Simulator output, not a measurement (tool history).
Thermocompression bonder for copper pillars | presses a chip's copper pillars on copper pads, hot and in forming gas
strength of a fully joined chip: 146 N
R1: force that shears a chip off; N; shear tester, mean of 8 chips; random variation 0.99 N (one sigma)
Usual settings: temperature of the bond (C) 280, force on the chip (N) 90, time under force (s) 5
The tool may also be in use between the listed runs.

{"run": 1, "hour": 0.0, "temperature of the bond (C)": 280, "force on the chip (N)": 90, "time under force (s)": 5, "R1": 79.5}
{"run": 2, "hour": 4.4, "temperature of the bond (C)": 268, "force on the chip (N)": 90, "time under force (s)": 5, "R1": 67.3}
{"run": 3, "hour": 8.6, "temperature of the bond (C)": 280, "force on the chip (N)": 90, "time under force (s)": 5, "R1": 78.4}
{"run": 4, "hour": 16.2, "temperature of the bond (C)": 280, "force on the chip (N)": 90, "time under force (s)": 5, "R1": 78.7}
{"run": 5, "hour": 24.7, "temperature of the bond (C)": 258, "force on the chip (N)": 90, "time under force (s)": 5, "R1": 57.3}
{"run": 6, "hour": 29.7, "temperature of the bond (C)": 280, "force on the chip (N)": 90, "time under force (s)": 5, "R1": 79.9}
{"run": 7, "hour": 35.4, "temperature of the bond (C)": 280, "force on the chip (N)": 90, "time under force (s)": 5, "R1": 77.8}
{"run": 8, "hour": 41.9, "temperature of the bond (C)": 280, "force on the chip (N)": 90, "time under force (s)": 5, "R1": 79.5}
{"run": 9, "hour": 46.7, "temperature of the bond (C)": 280, "force on the chip (N)": 90, "time under force (s)": 5, "R1": 80}
{"run": 10, "hour": 55.1, "temperature of the bond (C)": 280, "force on the chip (N)": 90, "time under force (s)": 5, "R1": 80.4}
{"run": 11, "hour": 60.6, "temperature of the bond (C)": 280, "force on the chip (N)": 90, "time under force (s)": 5, "R1": 79.2}
{"run": 12, "hour": 68.4, "temperature of the bond (C)": 280, "force on the chip (N)": 90, "time under force (s)": 5, "R1": 77.3}
{"run": 13, "hour": 75.4, "temperature of the bond (C)": 280, "force on the chip (N)": 90, "time under force (s)": 5, "R1": 79.5}
{"run": 14, "hour": 79.6, "temperature of the bond (C)": 280, "force on the chip (N)": 90, "time under force (s)": 5, "R1": 76.3}
{"run": 15, "hour": 87.6, "temperature of the bond (C)": 280, "force on the chip (N)": 90, "time under force (s)": 5, "R1": 78.1}
{"run": 16, "hour": 94.0, "temperature of the bond (C)": 280, "force on the chip (N)": 59, "time under force (s)": 5, "R1": 52.8}
{"hour": 101.2, "done": "forming gas filter changed"}
{"run": 17, "hour": 101.9, "temperature of the bond (C)": 280, "force on the chip (N)": 90, "time under force (s)": 8, "R1": 95.1}
{"run": 18, "hour": 106.3, "temperature of the bond (C)": 280, "force on the chip (N)": 90, "time under force (s)": 8, "R1": 93}
{"run": 19, "hour": 112.5, "temperature of the bond (C)": 280, "force on the chip (N)": 90, "time under force (s)": 8, "R1": 97.9}

Forecast run 20:
{"run": 20, "hour": 119.9, "temperature of the bond (C)": 280, "force on the chip (N)": 90, "time under force (s)": 6, "R1": "?"}

R1: 88.1 N
Without the tool's hidden state the same run would have given R1 91.1 N.

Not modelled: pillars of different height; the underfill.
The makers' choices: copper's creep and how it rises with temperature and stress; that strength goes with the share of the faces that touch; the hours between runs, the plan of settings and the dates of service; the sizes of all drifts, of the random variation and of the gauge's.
